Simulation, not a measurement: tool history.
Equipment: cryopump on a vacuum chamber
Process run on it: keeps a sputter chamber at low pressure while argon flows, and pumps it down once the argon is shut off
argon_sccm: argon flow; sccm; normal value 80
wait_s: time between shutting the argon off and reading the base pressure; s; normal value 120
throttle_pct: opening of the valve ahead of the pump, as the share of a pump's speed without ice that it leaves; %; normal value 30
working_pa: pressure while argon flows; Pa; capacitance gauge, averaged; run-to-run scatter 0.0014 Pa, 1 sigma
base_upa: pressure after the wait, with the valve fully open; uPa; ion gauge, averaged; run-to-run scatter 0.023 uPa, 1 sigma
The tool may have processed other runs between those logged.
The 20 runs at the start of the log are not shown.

run	hour	argon_sccm	wait_s	throttle_pct	hours of work since the pump was warmed up and emptied	hours of work since the cold head was overhauled	hours of work since the chamber's fittings were tightened	working_pa	base_upa
21	401.4	96	149	18	757	757	757	0.7076	1.73
22	421.5	37	73	30	769	769	769	0.1710	2.21
23	433.4	39	174	30	776	776	776	0.1805	1.74
24	451.1	142	31	19	786	786	786	0.9952	3.39
25	469.5	52	120	48	797	797	797	0.1621	1.91
26	491.7	110	28	26	811	811	811	0.5813	3.71
27	503.8	110	28	26	818	818	818	0.5794	3.78
28	522.0	63	28	30	829	829	829	0.2926	3.69
29	537.5	63	28	30	838	838	838	0.2935	3.75
30	559.5	80	61	30	852	852	852	0.3766	2.62
# hour 575.3: pump warmed up, emptied and cooled again
31	577.1	80	61	30	1	859	859	0.3344	2.08
32	601.6	86	28	48	16	874	874	0.2237	3.43
33	628.7	68	26	19	32	890	890	0.4462	3.59

Alternative continuations, all from the tool just after run 33; predict every row:
A	645.1	68	104	35	42	900	900	?	?
B	645.1	68	238	48	42	900	900	?	?
C	645.1	57	120	30	42	900	900	?	?

run	working_pa	base_upa
A	0.2414	1.72
B	0.1786	1.42
C	0.2386	1.71
Without the tool's hidden state the same runs would have given:
run	working_pa	base_upa
A	0.2393	0.80
B	0.1764	0.50
C	0.2368	0.79
